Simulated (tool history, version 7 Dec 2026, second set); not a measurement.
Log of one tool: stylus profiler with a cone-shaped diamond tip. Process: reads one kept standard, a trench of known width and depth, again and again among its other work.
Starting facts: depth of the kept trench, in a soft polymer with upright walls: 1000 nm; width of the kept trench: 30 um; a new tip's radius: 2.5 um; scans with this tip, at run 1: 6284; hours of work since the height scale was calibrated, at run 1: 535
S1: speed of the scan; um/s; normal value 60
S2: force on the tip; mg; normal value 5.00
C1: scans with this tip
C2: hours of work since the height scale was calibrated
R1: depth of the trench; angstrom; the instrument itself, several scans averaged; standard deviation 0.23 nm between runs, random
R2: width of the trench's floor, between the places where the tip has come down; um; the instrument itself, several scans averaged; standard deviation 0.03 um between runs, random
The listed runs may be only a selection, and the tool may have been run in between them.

{"run": 1, "hour": 0.0, "S1": 60, "S2": 5.0, "C1": 6284, "C2": 535, "R1": 10193.1, "R2": 24.87}
{"run": 2, "hour": 32.0, "S1": 60, "S2": 5.0, "C1": 6462, "C2": 550, "R1": 10196.4, "R2": 24.84}
{"run": 3, "hour": 48.4, "S1": 60, "S2": 5.0, "C1": 6554, "C2": 558, "R1": 10194.2, "R2": 24.83}
{"run": 4, "hour": 76.9, "S1": 60, "S2": 5.0, "C1": 6713, "C2": 571, "R1": 10194.2, "R2": 24.83}
{"run": 5, "hour": 99.8, "S1": 60, "S2": 5.0, "C1": 6841, "C2": 582, "R1": 10193.1, "R2": 24.74}
{"run": 6, "hour": 131.3, "S1": 60, "S2": 5.0, "C1": 7017, "C2": 597, "R1": 10192.5, "R2": 24.74}
{"run": 7, "hour": 153.8, "S1": 60, "S2": 5.0, "C1": 7143, "C2": 608, "R1": 10190.8, "R2": 24.74}
{"run": 8, "hour": 182.9, "S1": 60, "S2": 5.0, "C1": 7305, "C2": 622, "R1": 10190.3, "R2": 24.72}
{"run": 9, "hour": 203.6, "S1": 60, "S2": 5.0, "C1": 7421, "C2": 631, "R1": 10192.6, "R2": 24.69}
{"run": 10, "hour": 237.1, "S1": 60, "S2": 7.61, "C1": 7608, "C2": 647, "R1": 10260.0, "R2": 24.67}
{"run": 11, "hour": 256.1, "S1": 60, "S2": 7.61, "C1": 7714, "C2": 656, "R1": 10256.8, "R2": 24.64}
{"run": 12, "hour": 287.7, "S1": 60, "S2": 7.61, "C1": 7891, "C2": 671, "R1": 10260.5, "R2": 24.62}
{"run": 13, "hour": 316.6, "S1": 60, "S2": 5.0, "C1": 8052, "C2": 685, "R1": 10189.4, "R2": 24.57}
{"run": 14, "hour": 334.0, "S1": 60, "S2": 12.81, "C1": 8149, "C2": 693, "R1": 10373.7, "R2": 24.59}
{"run": 15, "hour": 358.7, "S1": 60, "S2": 5.0, "C1": 8288, "C2": 705, "R1": 10192.3, "R2": 24.55}
{"run": 16, "hour": 379.7, "S1": 44, "S2": 5.0, "C1": 8405, "C2": 715, "R1": 10186.3, "R2": 24.53}
{"run": 17, "hour": 403.8, "S1": 44, "S2": 5.0, "C1": 8539, "C2": 727, "R1": 10187.5, "R2": 24.55}
{"run": 18, "hour": 436.4, "S1": 44, "S2": 5.0, "C1": 8722, "C2": 742, "R1": 10186.8, "R2": 24.52}
{"run": 19, "hour": 467.0, "S1": 35, "S2": 5.0, "C1": 8893, "C2": 757, "R1": 10186.0, "R2": 24.51}
{"run": 20, "hour": 482.9, "S1": 35, "S2": 5.0, "C1": 8981, "C2": 764, "R1": 10186.3, "R2": 24.5}
{"run": 21, "hour": 505.7, "S1": 35, "S2": 5.0, "C1": 9108, "C2": 775, "R1": 10185.9, "R2": 24.49}
{"run": 22, "hour": 526.8, "S1": 35, "S2": 5.0, "C1": 9227, "C2": 785, "R1": 10187.0, "R2": 24.43}
{"run": 23, "hour": 554.2, "S1": 35, "S2": 5.0, "C1": 9380, "C2": 798, "R1": 10186.4, "R2": 24.5}
{"run": 24, "hour": 585.4, "S1": 35, "S2": 5.0, "C1": 9554, "C2": 813, "R1": 10185.1, "R2": 24.43}
{"run": 25, "hour": 619.9, "S1": 33, "S2": 1.91, "C1": 9746, "C2": 829, "R1": 10084.7, "R2": 24.32}
{"run": 26, "hour": 638.3, "S1": 33, "S2": 1.91, "C1": 9849, "C2": 838, "R1": 10087.8, "R2": 24.38}
{"run": 27, "hour": 673.7, "S1": 71, "S2": 6.65, "C1": 10047, "C2": 855, "R1": 10224.5, "R2": 24.27}
{"run": 28, "hour": 709.0, "S1": 26, "S2": 8.69, "C1": 10245, "C2": 872, "R1": 10274.6, "R2": 24.34}
{"run": 29, "hour": 728.7, "S1": 58, "S2": 5.44, "C1": 10355, "C2": 881, "R1": 10194.3, "R2": 24.34}
{"run": 30, "hour": 756.9, "S1": 32, "S2": 2.71, "C1": 10512, "C2": 894, "R1": 10110.6, "R2": 24.18}
{"run": 31, "hour": 778.9, "S1": 81, "S2": 2.17, "C1": 10635, "C2": 905, "R1": 10091.1, "R2": 24.15}
{"run": 32, "hour": 816.5, "S1": 81, "S2": 2.17, "C1": 10845, "C2": 923, "R1": 10093.3, "R2": 24.13}
{"run": 33, "hour": 837.3, "S1": 81, "S2": 2.17, "C1": 10961, "C2": 933, "R1": 10090.1, "R2": 24.15}
{"run": 34, "hour": 855.2, "S1": 20, "S2": 12.63, "C1": 11061, "C2": 941, "R1": 10362.9, "R2": 24.24}
{"run": 35, "hour": 877.6, "S1": 17, "S2": 5.2, "C1": 11186, "C2": 952, "R1": 10187.5, "R2": 24.26}
{"run": 36, "hour": 898.7, "S1": 16, "S2": 2.42, "C1": 11304, "C2": 962, "R1": 10103.7, "R2": 24.2}
{"run": 37, "hour": 928.2, "S1": 65, "S2": 4.36, "C1": 11469, "C2": 976, "R1": 10162.0, "R2": 24.13}
{"run": 38, "hour": 949.0, "S1": 110, "S2": 4.81, "C1": 11585, "C2": 986, "R1": 10176.1, "R2": 24.05}
{"run": 39, "hour": 982.3, "S1": 110, "S2": 4.81, "C1": 11771, "C2": 1002, "R1": 10174.3, "R2": 23.99}
{"run": 40, "hour": 998.5, "S1": 26, "S2": 13.11, "C1": 11861, "C2": 1009, "R1": 10370.5, "R2": 24.13}
{"run": 41, "hour": 1017.9, "S1": 26, "S2": 13.11, "C1": 11970, "C2": 1019, "R1": 10368.9, "R2": 24.12}
{"run": 42, "hour": 1045.6, "S1": 32, "S2": 5.0, "C1": 12124, "C2": 1032, "R1": 10177.6, "R2": 24.11}
{"run": 43, "hour": 1069.4, "S1": 32, "S2": 5.0, "C1": 12258, "C2": 1043, "R1": 10178.9, "R2": 24.06}
{"run": 44, "hour": 1106.1, "S1": 95, "S2": 14.61, "C1": 12462, "C2": 1060, "R1": 10398.5, "R2": 24.04}
{"run": 45, "hour": 1127.7, "S1": 114, "S2": 6.89, "C1": 12584, "C2": 1071, "R1": 10230.9, "R2": 23.99}
{"hour": 1138.9, "done": "new tip fitted, height scale calibrated"}
{"run": 46, "hour": 1161.1, "S1": 193, "S2": 3.33, "C1": 123, "C2": 11, "R1": 10164.1, "R2": 25.58}
{"run": 47, "hour": 1195.8, "S1": 200, "S2": 3.79, "C1": 317, "C2": 27, "R1": 10177.8, "R2": 25.61}

Results per run with the tool's hidden condition removed, run-to-run variation unchanged:
Unlogged tool condition in this case: radius of the tip, um; height scale over the true one, %; drift of the gauge itself on depth_nm, %; drift of the gauge itself on floor_um, %.
run=1 R1=10208.4 R2=25.94
run=2 R1=10212.2 R2=25.93
run=3 R1=10210.2 R2=25.93
run=4 R1=10210.6 R2=25.96
run=5 R1=10210.0 R2=25.89
run=6 R1=10209.8 R2=25.91
run=7 R1=10208.5 R2=25.93
run=8 R1=10208.5 R2=25.94
run=9 R1=10211.1 R2=25.92
run=10 R1=10279.2 R2=25.93
run=11 R1=10276.3 R2=25.92
run=12 R1=10280.4 R2=25.91
run=13 R1=10209.7 R2=25.89
run=14 R1=10394.6 R2=25.93
run=15 R1=10213.3 R2=25.91
run=16 R1=10207.6 R2=25.90
run=17 R1=10209.2 R2=25.94
run=18 R1=10209.0 R2=25.93
run=19 R1=10208.7 R2=25.95
run=20 R1=10209.3 R2=25.95
run=21 R1=10209.3 R2=25.95
run=22 R1=10210.7 R2=25.91
run=23 R1=10210.6 R2=26.00
run=24 R1=10209.8 R2=25.96
run=25 R1=10109.7 R2=25.87
run=26 R1=10113.0 R2=25.95
run=27 R1=10250.7 R2=25.86
run=28 R1=10301.4 R2=25.95
run=29 R1=10221.3 R2=25.97
run=30 R1=10137.8 R2=25.84
run=31 R1=10118.5 R2=25.83
run=32 R1=10121.3 R2=25.83
run=33 R1=10118.5 R2=25.87
run=34 R1=10392.3 R2=25.97
run=35 R1=10216.8 R2=26.01
run=36 R1=10133.0 R2=25.96
run=37 R1=10192.0 R2=25.92
run=38 R1=10206.4 R2=25.86
run=39 R1=10205.1 R2=25.81
run=40 R1=10402.3 R2=25.97
run=41 R1=10400.9 R2=25.97
run=42 R1=10209.5 R2=25.98
run=43 R1=10211.1 R2=25.95
run=44 R1=10432.0 R2=25.96
run=45 R1=10264.2 R2=25.92
run=46 R1=10159.4 R2=25.67
run=47 R1=10173.5 R2=25.73

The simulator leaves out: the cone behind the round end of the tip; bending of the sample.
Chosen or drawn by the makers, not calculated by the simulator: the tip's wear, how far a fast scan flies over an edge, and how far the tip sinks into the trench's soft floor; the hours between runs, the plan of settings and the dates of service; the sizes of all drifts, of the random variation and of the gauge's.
